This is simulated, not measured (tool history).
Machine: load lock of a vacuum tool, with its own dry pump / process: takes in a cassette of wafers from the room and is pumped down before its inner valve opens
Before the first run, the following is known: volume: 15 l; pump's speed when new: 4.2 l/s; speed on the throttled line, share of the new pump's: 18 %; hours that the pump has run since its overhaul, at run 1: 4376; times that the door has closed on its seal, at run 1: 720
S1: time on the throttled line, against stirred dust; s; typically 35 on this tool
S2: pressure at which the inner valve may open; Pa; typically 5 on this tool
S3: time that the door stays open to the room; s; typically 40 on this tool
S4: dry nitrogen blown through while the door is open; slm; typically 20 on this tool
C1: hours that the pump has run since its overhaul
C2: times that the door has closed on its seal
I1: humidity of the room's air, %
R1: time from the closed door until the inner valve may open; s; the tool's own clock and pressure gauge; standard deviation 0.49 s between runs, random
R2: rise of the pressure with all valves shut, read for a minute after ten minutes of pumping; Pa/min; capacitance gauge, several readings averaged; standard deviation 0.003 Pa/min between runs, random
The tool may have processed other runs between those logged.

run	hour	S1	S2	S3	S4	C1	C2	I1	R1	R2
1	0	35	5	40	20	4376	720	43.4	65.5	0.037
2	188	35	5	40	20	4564	1571	45.1	64.9	0.049
3	350	40	5	40	20	4726	2304	47.1	68.5	0.058
4	498.1	40	5	40	20	4874	2975	45.7	69	0.065
5	705.5	40	5	40	20	5082	3914	47	69.5	0.079
6	906.8	40	5	40	20	5283	4826	44.4	68.7	0.094
7	1055.6	35	5	40	20	5432	5499	45.4	65.7	0.102
8	1222.2	63	5	40	20	5598	6253	45.8	88.2	0.116
9	1385	63	5	40	20	5761	6991	45.1	89.9	0.133
10	1510.6	63	5	40	20	5887	7559	41.3	89	0.147
11	1676.5	63	5	40	20	6053	8310	43	88.8	0.161
12	1826.5	35	5	40	14	6203	8989	44.5	66.1	0.179
13	1920	35	5	39	20	6296	9413	47.2	66	0.19
14	2129.1	35	5	40	20	6505	10360	47.4	66.4	0.209
15	2314.7	35	5	40	34	6691	11200	42.9	65.9	0.227
16	2462.1	35	5	40	34	6838	11867	46.2	65.9	0.247
17	2636.5	35	7	40	34	7013	12656	43	64.1	0.263
18	2728.9	35	5	40	20	7105	13075	46.9	66.1	0.285
19	2893.7	35	5	40	6	7270	13821	43.4	66.6	0.317
20	3100.2	35	5	173	17	7476	14756	44.1	66.2	0.374
21	3240.6	36	8	138	19	7617	15392	43.6	66.1	0.39
22	3361.1	37	5	42	6	7737	15937	42.1	68.5	0.389
23	3524.7	35	7	40	24	7901	16678	47.1	64.2	0.405
24	3668.3	55	5	95	14	8045	17328	45.2	83.1	0.465
25	3781.3	55	5	95	14	8158	17840	42.7	82.3	0.478
26	3903.4	55	5	95	14	8280	18392	45.1	83.9	0.502
27	4113.7	53	4	90	24	8490	19344	45.1	81.3	0.523
28	4250.1	53	8	90	24	8626	19962	42.4	79.7	0.537
29	4392.8	35	5	33	10	8769	20608	43.4	67.1	0.55
30	4585.4	35	5	33	10	8962	21480	43	66.2	0.618
31	4733.5	35	5	33	10	9110	22151	42.1	66.9	0.623
32	4869	35	4	30	20	9245	22764	45.9	67.5	0.654
33	5018.4	49	4	43	15	9395	23441	43.7	79.1	0.692
# hour 5064.3: door's seal changed, seat wiped
34	5154.8	61	5	40	16	9530	410	45.4	89.3	0.035
35	5356.4	61	5	40	33	9731	1322	45.2	88.1	0.031
36	5529.3	28	5	139	20	9904	2105	45.7	61.6	0.072
37	5623.6	35	9	40	23	9998	2532	41.5	64.8	0.049

Hidden state or all else? Some run-to-run changes of R1, split into what the settings, what came in and random variation would give without the hidden state, and what is left for the hidden state (with any gauge scatter that isn't in both results):
Hidden conditions of the tool in this case: pump's speed, % of a new pump's; leak at the door's seal, Pa l/s; drift of the gauge itself on ready_s, %; drift of the gauge itself on rise_pa_min, %.
Run 7 -> 8: S1 35 -> 63. R1 +22.5 s: hidden state -0.1, all else +22.6.
Run 11 -> 12: S1 63 -> 35, S4 20 -> 14. R1 -22.7 s: hidden state +0.3, all else -23.
Run 28 -> 29: S1 53 -> 35, S2 8 -> 5, S3 90 -> 33, S4 24 -> 10. R1 -12.6 s: hidden state +0.4, all else -13.
Run 35 -> 36: S1 61 -> 28, S3 40 -> 139, S4 33 -> 20. R1 -26.5 s: hidden state +0.6, all else -27.1.
